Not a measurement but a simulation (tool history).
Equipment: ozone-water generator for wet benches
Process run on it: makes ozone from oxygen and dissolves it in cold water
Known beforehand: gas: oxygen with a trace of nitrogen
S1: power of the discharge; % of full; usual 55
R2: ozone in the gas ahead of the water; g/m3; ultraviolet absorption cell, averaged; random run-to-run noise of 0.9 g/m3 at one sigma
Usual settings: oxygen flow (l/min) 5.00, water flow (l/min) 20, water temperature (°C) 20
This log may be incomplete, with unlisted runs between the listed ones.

Run 1, hour 0.0: usual settings. Result: dissolved ozone (ppm) 16.7, R2 145.9 g/m3.
Run 2, hour 40.9: usual settings. Result: dissolved ozone (ppm) 16.7, R2 144.9 g/m3.
Run 3, hour 62.0: usual settings. Result: dissolved ozone (ppm) 16.8, R2 145.4 g/m3.
Run 4, hour 106.6: usual settings. Result: dissolved ozone (ppm) 16.8, R2 146.4 g/m3.
Run 5, hour 147.7: usual settings. Result: dissolved ozone (ppm) 16.5, R2 147.0 g/m3.
Run 6, hour 176.6: usual settings. Result: dissolved ozone (ppm) 16.5, R2 145.4 g/m3.
Run 7, hour 212.2: usual settings. Result: dissolved ozone (ppm) 16.7, R2 145.8 g/m3.
Run 8, hour 235.5: usual settings. Result: dissolved ozone (ppm) 16.6, R2 146.1 g/m3.
Run 9, hour 283.4: usual settings. Result: dissolved ozone (ppm) 16.7, R2 145.9 g/m3.
Run 10, hour 305.7: usual settings. Result: dissolved ozone (ppm) 17.0, R2 146.2 g/m3.
Run 11, hour 355.0: usual settings but S1 51 % of full. Result: dissolved ozone (ppm) 15.8, R2 139.4 g/m3.
Run 12, hour 382.8: usual settings but S1 51 % of full. Result: dissolved ozone (ppm) 16.3, R2 140.4 g/m3.
Run 13, hour 412.2: usual settings but S1 51 % of full. Result: dissolved ozone (ppm) 16.0, R2 139.9 g/m3.
Run 14, hour 437.1: usual settings but oxygen flow (l/min) 3.49. Result: dissolved ozone (ppm) 16.7, R2 178.2 g/m3.
Run 15, hour 463.2: usual settings but water flow (l/min) 14. Result: dissolved ozone (ppm) 20.8, R2 145.1 g/m3.
Run 16, hour 491.4: usual settings but water flow (l/min) 14. Result: dissolved ozone (ppm) 20.9, R2 145.9 g/m3.
Run 17, hour 511.7: usual settings but S1 83 % of full, oxygen flow (l/min) 5.14, water flow (l/min) 16, water temperature (°C) 26. Result: dissolved ozone (ppm) 21.1, R2 175.8 g/m3.
Run 18, hour 547.3: usual settings but S1 87 % of full, oxygen flow (l/min) 3.81, water flow (l/min) 14, water temperature (°C) 15. Result: dissolved ozone (ppm) 29.1, R2 214.9 g/m3.
Run 19, hour 594.6: usual settings but S1 87 % of full, oxygen flow (l/min) 3.81, water flow (l/min) 14, water temperature (°C) 15. Result: dissolved ozone (ppm) 29.0, R2 215.2 g/m3.
Run 20, hour 636.4: usual settings but S1 87 % of full, oxygen flow (l/min) 4.73, water flow (l/min) 22, water temperature (°C) 15. Result: dissolved ozone (ppm) 20.6, R2 188.4 g/m3.
Run 21, hour 683.0: usual settings but oxygen flow (l/min) 4.78. Result: dissolved ozone (ppm) 16.8, R2 148.4 g/m3.
Run 22, hour 731.6: usual settings but water flow (l/min) 16. Result: dissolved ozone (ppm) 19.5, R2 147.1 g/m3.
Run 23, hour 769.5: usual settings but water flow (l/min) 16. Result: dissolved ozone (ppm) 19.4, R2 145.3 g/m3.
Run 24, hour 798.6: usual settings but oxygen flow (l/min) 5.20, water flow (l/min) 19, water temperature (°C) 23. Result: dissolved ozone (ppm) 16.4, R2 142.6 g/m3.
Run 25, hour 828.5: usual settings but oxygen flow (l/min) 5.20, water flow (l/min) 19, water temperature (°C) 23. Result: dissolved ozone (ppm) 16.7, R2 141.6 g/m3.
Run 26, hour 878.8: usual settings but S1 65 % of full, oxygen flow (l/min) 5.20, water flow (l/min) 19, water temperature (°C) 25. Result: dissolved ozone (ppm) 17.2, R2 154.3 g/m3.
Run 27, hour 910.0: usual settings but water flow (l/min) 26, water temperature (°C) 15. Result: dissolved ozone (ppm) 14.5, R2 144.6 g/m3.
Run 28, hour 935.4: usual settings but S1 44 % of full, oxygen flow (l/min) 6.57, water flow (l/min) 12, water temperature (°C) 18. Result: dissolved ozone (ppm) 19.9, R2 109.7 g/m3.
Run 29, hour 978.4: usual settings but S1 44 % of full, oxygen flow (l/min) 6.57, water flow (l/min) 12, water temperature (°C) 17. Result: dissolved ozone (ppm) 20.3, R2 111.4 g/m3.
Run 30, hour 1003.7: usual settings but water temperature (°C) 19. Result: dissolved ozone (ppm) 16.8, R2 145.2 g/m3.
Run 31, hour 1047.4: usual settings but oxygen flow (l/min) 5.52, water temperature (°C) 13. Result: dissolved ozone (ppm) 18.2, R2 137.6 g/m3.
Run 32, hour 1075.1: usual settings but oxygen flow (l/min) 5.52, water temperature (°C) 13. Result: dissolved ozone (ppm) 18.3, R2 138.1 g/m3.

Measured less the same run without the tool's hidden state. The same run-to-run variation is in both; the gauge's scatter may not be:
Hidden state at play: yield of the discharge, % of new electrodes'; contactor's efficiency, % of a clean one's; true water temperature over the reading, C; drift of the gauge itself on ozone_ppm, %; drift of the gauge itself on gas_g_m3, %.
run  dissolved ozone (ppm)    R2
  1                   -0.7  -2.9
  2                   -0.7  -3.0
  3                   -0.7  -3.0
  4                   -0.7  -3.1
  5                   -0.7  -3.2
  6                   -0.7  -3.2
  7                   -0.8  -3.2
  8                   -0.8  -3.1
  9                   -0.8  -3.2
 10                   -0.7  -3.2
 11                   -0.7  -3.0
 12                   -0.7  -3.0
 13                   -0.7  -3.0
 14                   -0.8  -4.1
 15                   -0.9  -3.4
 16                   -0.9  -3.4
 17                   -1.1  -5.2
 18                   -1.5  -6.4
 19                   -1.4  -6.6
 20                   -1.2  -5.9
 21                   -0.8  -3.7
 22                   -0.9  -3.6
 23                   -0.9  -3.7
 24                   -0.8  -3.6
 25                   -0.8  -3.6
 26                   -0.9  -4.4
 27                   -0.8  -3.8
 28                   -0.9  -2.5
 29                   -0.8  -2.5
 30                   -0.8  -3.9
 31                   -1.0  -3.7
 32                   -0.9  -3.8
